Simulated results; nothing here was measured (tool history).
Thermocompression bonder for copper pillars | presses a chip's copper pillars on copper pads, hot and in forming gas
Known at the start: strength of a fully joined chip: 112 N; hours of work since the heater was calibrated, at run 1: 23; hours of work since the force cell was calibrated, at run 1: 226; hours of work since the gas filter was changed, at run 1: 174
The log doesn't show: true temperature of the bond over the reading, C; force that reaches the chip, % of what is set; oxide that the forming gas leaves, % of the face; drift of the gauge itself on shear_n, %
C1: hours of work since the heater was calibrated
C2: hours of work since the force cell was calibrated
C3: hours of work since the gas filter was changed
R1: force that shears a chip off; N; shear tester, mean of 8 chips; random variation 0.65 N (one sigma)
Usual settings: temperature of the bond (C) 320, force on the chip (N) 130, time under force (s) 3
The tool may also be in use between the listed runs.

Run 1, hour 0: usual settings; C1 23; C2 226; C3 174. Result: R1 76.5 N.
Run 2, hour 7.8: usual settings; C1 28; C2 231; C3 179. Result: R1 77.2 N.
Run 3, hour 12.6: usual settings; C1 31; C2 234; C3 182. Result: R1 76.6 N.
Run 4, hour 21.6: usual settings; C1 36; C2 240; C3 188. Result: R1 76.1 N.
Run 5, hour 29.1: usual settings; C1 41; C2 245; C3 192. Result: R1 76.3 N.
Run 6, hour 36.7: usual settings; C1 46; C2 249; C3 197. Result: R1 76.2 N.
Run 7, hour 40.7: usual settings; C1 49; C2 252; C3 200. Result: R1 75.7 N.
Run 8, hour 44.8: usual settings but force on the chip (N) 190, time under force (s) 4; C1 51; C2 255; C3 202. Result: R1 92.9 N.
Run 9, hour 49.8: usual settings but force on the chip (N) 190, time under force (s) 4; C1 54; C2 258; C3 206. Result: R1 92.4 N.
Run 10, hour 56.3: usual settings but temperature of the bond (C) 344, force on the chip (N) 190, time under force (s) 2; C1 59; C2 262; C3 210. Result: R1 89.3 N.
Run 11, hour 61.4: usual settings but force on the chip (N) 129, time under force (s) 7; C1 62; C2 265; C3 213. Result: R1 91.3 N.
Run 12, hour 68.7: usual settings but temperature of the bond (C) 307, force on the chip (N) 165; C1 67; C2 270; C3 218. Result: R1 78.3 N.

3 ways to go on from here, each from the tool as it stands after run 12. What would each give?
Run A, hour 73.4: usual settings but temperature of the bond (C) 336, force on the chip (N) 133, time under force (s) 4; C1 70; C2 273; C3 221. Result: R1 ?.
Run B, hour 73.4: usual settings but temperature of the bond (C) 296, force on the chip (N) 149; C1 70; C2 273; C3 221. Result: R1 ?.
Run C, hour 73.4: usual settings but temperature of the bond (C) 298, force on the chip (N) 99; C1 70; C2 273; C3 221. Result: R1 ?.

run    R1
  A  88.7
  B  69.8
  C  56.9
Without the tool's hidden state the same runs would have given:
run    R1
  A  92.1
  B  72.6
  C  59.2
